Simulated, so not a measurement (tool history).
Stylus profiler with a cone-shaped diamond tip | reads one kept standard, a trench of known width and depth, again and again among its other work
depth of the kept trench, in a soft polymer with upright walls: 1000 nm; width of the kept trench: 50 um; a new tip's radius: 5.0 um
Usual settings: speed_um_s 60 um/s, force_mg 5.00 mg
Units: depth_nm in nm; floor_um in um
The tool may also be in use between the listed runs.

Run 1, hour 0.0: usual settings. Result: depth_nm 1005.00 nm, floor_um 41.25 um.
Run 2, hour 87.9: usual settings. Result: depth_nm 1004.91 nm, floor_um 41.19 um.
Run 3, hour 133.7: usual settings. Result: depth_nm 1005.11 nm, floor_um 41.17 um.
At hour 224.6: height scale calibrated on a step standard.
Run 4, hour 237.2: usual settings but force_mg 6.43 mg. Result: depth_nm 1011.45 nm, floor_um 41.14 um.
Run 5, hour 319.5: usual settings but force_mg 6.43 mg. Result: depth_nm 1010.76 nm, floor_um 41.08 um.
Run 6, hour 406.3: usual settings but speed_um_s 87 um/s. Result: depth_nm 1009.21 nm, floor_um 40.94 um.
Run 7, hour 474.5: usual settings but speed_um_s 133 um/s, force_mg 3.24 mg. Result: depth_nm 1006.96 nm, floor_um 40.69 um.
Run 8, hour 570.9: usual settings but speed_um_s 133 um/s, force_mg 11.56 mg. Result: depth_nm 1016.07 nm, floor_um 40.84 um.
Run 9, hour 634.8: usual settings but speed_um_s 117 um/s, force_mg 1.78 mg. Result: depth_nm 1004.20 nm, floor_um 40.52 um.
Run 10, hour 723.0: usual settings but speed_um_s 39 um/s, force_mg 2.27 mg. Result: depth_nm 1005.34 nm, floor_um 40.77 um.
Run 11, hour 805.2: usual settings but speed_um_s 20 um/s, force_mg 5.28 mg. Result: depth_nm 1009.26 nm, floor_um 40.82 um.
Run 12, hour 896.0: usual settings but speed_um_s 69 um/s, force_mg 8.60 mg. Result: depth_nm 1012.46 nm, floor_um 40.68 um.

Forecast each of these 3 alternatives for the next run:
Run A, hour 950.9: usual settings but speed_um_s 69 um/s, force_mg 3.17 mg. Result: depth_nm ?, floor_um ?.
Run B, hour 950.9: usual settings but speed_um_s 69 um/s, force_mg 1.98 mg. Result: depth_nm ?, floor_um ?.
Run C, hour 950.9: usual settings but speed_um_s 194 um/s, force_mg 6.09 mg. Result: depth_nm ?, floor_um ?.

run  depth_nm  floor_um
  A   1006.47     40.53
  B   1004.68     40.52
  C   1009.93     40.34
Without the tool's hidden state the same runs would have given:
run  depth_nm  floor_um
  A   1006.92     43.79
  B   1005.12     43.78
  C   1010.37     43.61
